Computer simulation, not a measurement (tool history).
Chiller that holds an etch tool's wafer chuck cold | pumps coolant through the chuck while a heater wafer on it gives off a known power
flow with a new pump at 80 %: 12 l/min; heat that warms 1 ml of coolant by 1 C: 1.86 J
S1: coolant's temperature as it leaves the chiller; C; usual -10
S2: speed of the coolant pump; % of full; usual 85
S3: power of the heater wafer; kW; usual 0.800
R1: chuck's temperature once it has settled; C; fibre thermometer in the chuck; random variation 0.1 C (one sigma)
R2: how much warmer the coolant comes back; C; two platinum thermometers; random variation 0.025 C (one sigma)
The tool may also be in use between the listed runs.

Run 1, hour 0.0: usual settings. Result: R1 -3.2 C, R2 2.01 C.
Run 2, hour 67.1: usual settings. Result: R1 -3.2 C, R2 2.04 C.
Run 3, hour 127.2: usual settings. Result: R1 -3.1 C, R2 2.07 C.
Run 4, hour 163.0: usual settings. Result: R1 -3.1 C, R2 2.06 C.
Run 5, hour 214.4: usual settings. Result: R1 -3.0 C, R2 2.10 C.
Run 6, hour 257.9: usual settings. Result: R1 -3.1 C, R2 2.12 C.
Run 7, hour 337.1: usual settings. Result: R1 -3.1 C, R2 2.14 C.
Run 8, hour 389.6: usual settings. Result: R1 -3.1 C, R2 2.14 C.
Run 9, hour 458.3: usual settings. Result: R1 -3.2 C, R2 2.19 C.
Run 10, hour 527.0: usual settings. Result: R1 -3.2 C, R2 2.17 C.
Run 11, hour 590.2: usual settings. Result: R1 -3.1 C, R2 2.19 C.
Run 12, hour 629.5: usual settings. Result: R1 -3.1 C, R2 2.24 C.
Run 13, hour 671.5: usual settings. Result: R1 -3.2 C, R2 2.24 C.
Run 14, hour 751.1: usual settings. Result: R1 -3.2 C, R2 2.28 C.
Run 15, hour 791.5: usual settings. Result: R1 -3.1 C, R2 2.31 C.
Run 16, hour 863.5: usual settings. Result: R1 -3.2 C, R2 2.31 C.
Run 17, hour 947.7: usual settings but S3 0.657 kW. Result: R1 -4.3 C, R2 1.96 C.
Run 18, hour 1010.9: usual settings but S3 0.657 kW. Result: R1 -4.2 C, R2 2.02 C.
Run 19, hour 1089.5: usual settings but S3 0.657 kW. Result: R1 -4.4 C, R2 2.02 C.
Run 20, hour 1148.8: usual settings but S1 -20 C, S2 81 % of full, S3 0.657 kW. Result: R1 -14.1 C, R2 2.18 C.
Run 21, hour 1210.5: usual settings but S3 0.464 kW. Result: R1 -6.1 C, R2 1.61 C.
Run 22, hour 1262.6: usual settings but S3 0.464 kW. Result: R1 -6.0 C, R2 1.64 C.
Run 23, hour 1343.5: usual settings but S1 -12 C, S2 100 % of full, S3 1.053 kW. Result: R1 -4.1 C, R2 2.69 C.
At hour 1362.8: gauge calibrated.
Run 24, hour 1381.6: usual settings but S1 -8 C, S2 95 % of full, S3 0.417 kW. Result: R1 -4.8 C, R2 0.97 C.
Run 25, hour 1445.2: usual settings but S1 -16 C, S2 86 % of full, S3 0.597 kW. Result: R1 -10.8 C, R2 1.52 C.
Run 26, hour 1510.2: usual settings but S1 -8 C, S2 69 % of full, S3 1.135 kW. Result: R1 3.7 C, R2 3.60 C.
Run 27, hour 1566.2: usual settings but S1 -4 C, S2 69 % of full, S3 0.466 kW. Result: R1 0.7 C, R2 1.52 C.
Run 28, hour 1635.8: usual settings but S2 77 % of full, S3 1.105 kW. Result: R1 0.5 C, R2 3.22 C.
Run 29, hour 1669.6: usual settings but S1 -11 C, S2 69 % of full, S3 0.601 kW. Result: R1 -4.8 C, R2 1.99 C.
Run 30, hour 1750.7: usual settings but S1 -11 C, S2 69 % of full, S3 1.029 kW. Result: R1 -0.4 C, R2 3.36 C.
Run 31, hour 1787.6: usual settings but S2 69 % of full, S3 1.029 kW. Result: R1 0.6 C, R2 3.38 C.

Forecast each of these 3 alternatives for the next run:
Run A, hour 1833.2: usual settings but S1 -15 C, S2 69 % of full, S3 1.029 kW. Result: R1 ?, R2 ?.
Run B, hour 1833.2: usual settings but S1 -14 C, S2 80 % of full. Result: R1 ?, R2 ?.
Run C, hour 1833.2: usual settings but S1 -4 C, S2 69 % of full, S3 0.627 kW. Result: R1 ?, R2 ?.

run    R1    R2
  A  -4.4  3.34
  B  -7.0  2.31
  C   2.4  2.15
Without the tool's hidden state the same runs would have given:
run    R1    R2
  A  -4.5  3.17
  B  -7.0  2.15
  C   2.3  1.99

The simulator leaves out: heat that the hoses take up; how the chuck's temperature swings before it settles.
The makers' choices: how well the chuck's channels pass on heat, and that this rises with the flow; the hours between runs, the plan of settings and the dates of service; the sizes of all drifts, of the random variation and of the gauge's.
